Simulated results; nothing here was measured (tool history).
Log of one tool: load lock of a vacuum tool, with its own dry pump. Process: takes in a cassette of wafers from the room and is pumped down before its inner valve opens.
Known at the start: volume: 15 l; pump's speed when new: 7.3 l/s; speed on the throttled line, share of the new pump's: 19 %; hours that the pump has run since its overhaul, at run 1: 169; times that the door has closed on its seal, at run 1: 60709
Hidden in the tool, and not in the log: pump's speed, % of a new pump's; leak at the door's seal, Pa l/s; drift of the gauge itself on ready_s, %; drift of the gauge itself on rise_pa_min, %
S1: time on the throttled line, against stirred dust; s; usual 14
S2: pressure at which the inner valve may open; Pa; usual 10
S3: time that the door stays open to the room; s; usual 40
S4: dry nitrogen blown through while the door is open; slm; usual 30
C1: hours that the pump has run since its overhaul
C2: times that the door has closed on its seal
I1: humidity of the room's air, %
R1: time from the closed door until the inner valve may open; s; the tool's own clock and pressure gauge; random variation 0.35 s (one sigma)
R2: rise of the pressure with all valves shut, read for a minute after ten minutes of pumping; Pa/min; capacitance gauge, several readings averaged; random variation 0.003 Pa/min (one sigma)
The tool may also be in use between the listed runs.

run      day  S1  S2   S3  S4    C1     C2    I1    R1     R2
  1        0  14  10   40  30   169  60709  45.6  31.1  0.182
  2   14.583  14  10   40  30   519  62345  44.6  30.5  0.186
  3    31.15  14  10   40  30   916  64204  46.1  30.9  0.198
  4   43.712  14  10   40  17  1218  65614  44.7  30.6  0.214
  5   55.175  14  10   40  17  1493  66900  41.4  30.6  0.222
      58.892  -- door's seal changed, seat wiped
  6   70.658  14  10   40  17  1863   1320  46.9  30.7  0.055
  7   83.075  14  10   40  17  2161   2713  43.4  31.3  0.055
  8   92.183  14  10   40  17  2380   3735  46.8  30.8  0.056
  9  103.367  14  10  143  30  2648   4990  43.5  31.4   0.08
 10  114.904  14  10  237   6  2925   6285  48.8  31.4  0.239
 11    130.7   8  10  237  31  3304   8057  42.9    26  0.102
 12  140.221   9  10   40  11  3533   9125    44  27.8  0.064
 13  161.158  28  10   48  10  4035  11475  40.5  42.8  0.077
 14    173.7  28  10   48  10  4336  12882  46.5  42.2  0.088
 15  184.725  14  10   50  30  4601  14119  41.3  31.8  0.053
 16  203.683  21   8  132  30  5056  16246  46.2  38.4  0.093
 17  222.704  21  19   39  30  5512  18380  45.3  35.9  0.062
 18  235.492  21  19   39  30  5819  19815  44.1  36.2  0.062

3 ways to go on from here, each from the tool as it stands after run 18. What would each give?
  A  248.075  21  19  160  30  6121  21227  47.7   ?   ?
  B  248.075  21   9   50  30  6121  21227  44.6   ?   ?
  C  248.075  12  10   40  30  6121  21227  48.8   ?   ?

run    R1     R2
  A    36  0.111
  B  37.6  0.073
  C  30.3  0.069
Without the tool's hidden state the same runs would have given:
run    R1     R2
  A  34.6  0.084
  B    36  0.045
  C  28.6  0.042

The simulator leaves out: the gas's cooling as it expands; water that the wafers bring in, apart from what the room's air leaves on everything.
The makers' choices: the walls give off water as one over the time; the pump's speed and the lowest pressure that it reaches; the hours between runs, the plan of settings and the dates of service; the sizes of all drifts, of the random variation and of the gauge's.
